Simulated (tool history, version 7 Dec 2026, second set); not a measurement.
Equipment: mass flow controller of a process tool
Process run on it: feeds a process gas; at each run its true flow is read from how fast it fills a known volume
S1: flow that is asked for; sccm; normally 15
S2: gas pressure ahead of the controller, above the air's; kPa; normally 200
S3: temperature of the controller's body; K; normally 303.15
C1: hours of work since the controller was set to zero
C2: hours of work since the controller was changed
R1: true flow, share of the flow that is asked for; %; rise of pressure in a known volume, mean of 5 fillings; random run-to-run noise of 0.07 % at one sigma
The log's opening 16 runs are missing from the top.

run 17 hour=943.1 | S1=15 S2=200 S3=303.15 | C1=1594 C2=1594 | R1=96.50
run 18 hour=1024.7 | S1=15 S2=200 S3=303.15 | C1=1650 C2=1650 | R1=96.52
run 19 hour=1066.7 | S1=15 S2=200 S3=303.15 | C1=1680 C2=1680 | R1=96.41
run 20 hour=1143.7 | S1=15 S2=200 S3=303.15 | C1=1733 C2=1733 | R1=96.55
run 21 hour=1198.8 | S1=15 S2=200 S3=303.15 | C1=1771 C2=1771 | R1=96.58
run 22 hour=1273.8 | S1=16 S2=189 S3=306.15 | C1=1823 C2=1823 | R1=96.61
run 23 hour=1351.4 | S1=26 S2=234 S3=308.15 | C1=1877 C2=1877 | R1=97.53
run 24 hour=1429.3 | S1=25 S2=142 S3=308.15 | C1=1931 C2=1931 | R1=97.24
run 25 hour=1491.0 | S1=15 S2=271 S3=312.15 | C1=1974 C2=1974 | R1=96.06
run 26 hour=1558.9 | S1=14 S2=258 S3=295.15 | C1=2021 C2=2021 | R1=96.63
run 27 hour=1621.2 | S1=30 S2=172 S3=296.15 | C1=2064 C2=2064 | R1=98.30
run 28 hour=1687.8 | S1=30 S2=172 S3=296.15 | C1=2110 C2=2110 | R1=98.36
run 29 hour=1724.5 | S1=26 S2=197 S3=303.15 | C1=2136 C2=2136 | R1=97.78
run 30 hour=1773.8 | S1=6 S2=200 S3=303.15 | C1=2170 C2=2170 | R1=92.98
run 31 hour=1807.8 | S1=6 S2=200 S3=303.15 | C1=2194 C2=2194 | R1=93.18
run 32 hour=1874.1 | S1=6 S2=200 S3=303.15 | C1=2240 C2=2240 | R1=92.83
run 33 hour=1929.6 | S1=11 S2=151 S3=303.15 | C1=2278 C2=2278 | R1=95.26
run 34 hour=1972.7 | S1=6 S2=177 S3=298.15 | C1=2308 C2=2308 | R1=92.88
run 35 hour=2048.9 | S1=6 S2=177 S3=298.15 | C1=2361 C2=2361 | R1=92.81
run 36 hour=2092.4 | S1=15 S2=145 S3=298.15 | C1=2391 C2=2391 | R1=96.24
run 37 hour=2168.8 | S1=36 S2=158 S3=303.15 | C1=2444 C2=2444 | R1=98.44
run 38 hour=2207.4 | S1=12 S2=200 S3=306.15 | C1=2471 C2=2471 | R1=95.26
run 39 hour=2283.3 | S1=12 S2=200 S3=306.15 | C1=2524 C2=2524 | R1=95.16
run 40 hour=2331.7 | S1=12 S2=200 S3=306.15 | C1=2557 C2=2557 | R1=95.16
run 41 hour=2407.6 | S1=37 S2=237 S3=295.15 | C1=2610 C2=2610 | R1=98.95

5 options for the next run, each taken on its own from the tool as it stands now. Forecast them:
run A hour=2482.1 | S1=8 S2=237 S3=295.15 | C1=2661 C2=2661 | R1=?
run B hour=2482.1 | S1=37 S2=165 S3=295.15 | C1=2661 C2=2661 | R1=?
run C hour=2482.1 | S1=37 S2=191 S3=295.15 | C1=2661 C2=2661 | R1=?
run D hour=2482.1 | S1=28 S2=173 S3=301.15 | C1=2661 C2=2661 | R1=?
run E hour=2482.1 | S1=37 S2=237 S3=295.15 | C1=2661 C2=2661 | R1=?

run=A R1=94.07
run=B R1=99.00
run=C R1=98.98
run=D R1=97.77
run=E R1=99.07
What these runs would have given with no unlogged condition in the tool:
run=A R1=97.77
run=B R1=99.39
run=C R1=99.36
run=D R1=98.44
run=E R1=99.45
